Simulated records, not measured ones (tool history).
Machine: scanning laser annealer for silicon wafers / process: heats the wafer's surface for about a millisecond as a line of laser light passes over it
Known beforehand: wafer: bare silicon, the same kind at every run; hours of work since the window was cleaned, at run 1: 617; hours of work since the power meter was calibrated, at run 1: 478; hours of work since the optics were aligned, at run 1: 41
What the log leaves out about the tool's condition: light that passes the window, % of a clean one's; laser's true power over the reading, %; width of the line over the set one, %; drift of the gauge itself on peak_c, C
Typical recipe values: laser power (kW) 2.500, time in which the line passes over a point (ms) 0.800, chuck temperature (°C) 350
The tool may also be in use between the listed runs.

run	day	laser power (kW)	time in which the line passes over a point (ms)	chuck temperature (°C)	hours of work since the window was cleaned	hours of work since the power meter was calibrated	hours of work since the optics were aligned	highest temperature of the surface (°C)
1	0.000	2.500	0.800	350	617	478	41	1096
2	0.721	2.500	0.800	339	628	489	53	1088
# day 0.879: window over the wafer cleaned
3	1.558	2.500	0.800	339	11	501	65	1123
4	2.129	2.500	0.800	386	20	511	75	1168
5	2.996	2.500	0.668	350	34	525	89	1074
6	3.429	2.500	0.720	350	41	532	96	1095
# day 3.638: laser's power meter calibrated
7	4.271	2.233	0.720	350	53	10	108	1015
8	4.929	2.233	0.720	350	64	21	118	1016
9	5.892	2.233	0.720	350	80	37	134	1014
10	6.688	2.233	0.720	350	92	50	147	1013
# day 7.725: laser's power meter calibrated, once more
11	7.725	2.672	0.664	368	107	0	162	1133
12	8.379	2.490	0.725	379	118	11	172	1117
13	9.338	2.500	0.705	358	134	26	188	1090
14	9.771	2.285	0.800	350	141	33	195	1058
15	10.208	2.228	0.985	313	148	40	202	1065
16	11.012	2.228	0.985	313	161	53	215	1062
17	11.433	2.347	0.571	350	168	60	222	975
18	11.854	2.375	0.800	376	175	67	229	1109
19	12.404	2.500	0.858	385	183	76	238	1178
20	13.025	2.500	0.858	385	194	86	248	1178

Hidden state or all else? Some run-to-run changes of highest temperature of the surface (°C), split into what the settings, what came in and random variation would give without the hidden state, and what is left for the hidden state (with any gauge scatter that isn't in both results):
Run 2 -> 3: window over the wafer cleaned. highest temperature of the surface (°C) +35: hidden state +37, all else -2.
Run 10 -> 11: laser power (kW) 2.233 -> 2.672, time in which the line passes over a point (ms) 0.720 -> 0.664, chuck temperature (°C) 350 -> 368, laser's power meter calibrated, once more. highest temperature of the surface (°C) +120: hidden state -4, all else +124.
Run 17 -> 18: laser power (kW) 2.347 -> 2.375, time in which the line passes over a point (ms) 0.571 -> 0.800, chuck temperature (°C) 350 -> 376. highest temperature of the surface (°C) +134: hidden state -3, all else +137.
